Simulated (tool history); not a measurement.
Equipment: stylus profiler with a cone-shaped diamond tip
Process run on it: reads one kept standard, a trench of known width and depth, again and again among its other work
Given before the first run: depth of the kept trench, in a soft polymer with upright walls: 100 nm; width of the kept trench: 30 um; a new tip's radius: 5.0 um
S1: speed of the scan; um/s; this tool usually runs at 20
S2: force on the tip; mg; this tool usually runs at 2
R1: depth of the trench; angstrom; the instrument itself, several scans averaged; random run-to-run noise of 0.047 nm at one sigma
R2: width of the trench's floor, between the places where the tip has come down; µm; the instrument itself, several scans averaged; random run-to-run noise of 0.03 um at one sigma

| run | hour | S1 | S2 | R1 | R2 |
|---|---|---|---|---|---|
| 1 | 0 | 20 | 2 | 1007.5 | 28.01 |
| 2 | 21.6 | 20 | 2 | 1008.1 | 27.98 |
| 3 | 49.3 | 44 | 2 | 1007.5 | 27.88 |
| 4 | 70.1 | 44 | 2 | 1007.8 | 27.83 |
| 5 | 87.7 | 31 | 2 | 1007.8 | 27.9 |
| 6 | 109.6 | 31 | 2 | 1007.9 | 27.91 |
| 7 | 137.8 | 31 | 2 | 1006.8 | 27.89 |
| 8 | 161 | 31 | 2 | 1008 | 27.91 |
| 9 | 179.3 | 31 | 2 | 1007.7 | 27.89 |
| 10 | 198.2 | 26 | 3.94 | 1013.1 | 27.97 |

Run 11 has not been measured yet. What should we expect?
| 11 | 211.8 | 26 | 3.94 | ? | ? |

R1: 1012.4 angstrom
R2: 27.94 µm
The same run, on a tool lacking any hidden state, would have yielded R1 1013.2 angstrom, R2 27.97 µm.

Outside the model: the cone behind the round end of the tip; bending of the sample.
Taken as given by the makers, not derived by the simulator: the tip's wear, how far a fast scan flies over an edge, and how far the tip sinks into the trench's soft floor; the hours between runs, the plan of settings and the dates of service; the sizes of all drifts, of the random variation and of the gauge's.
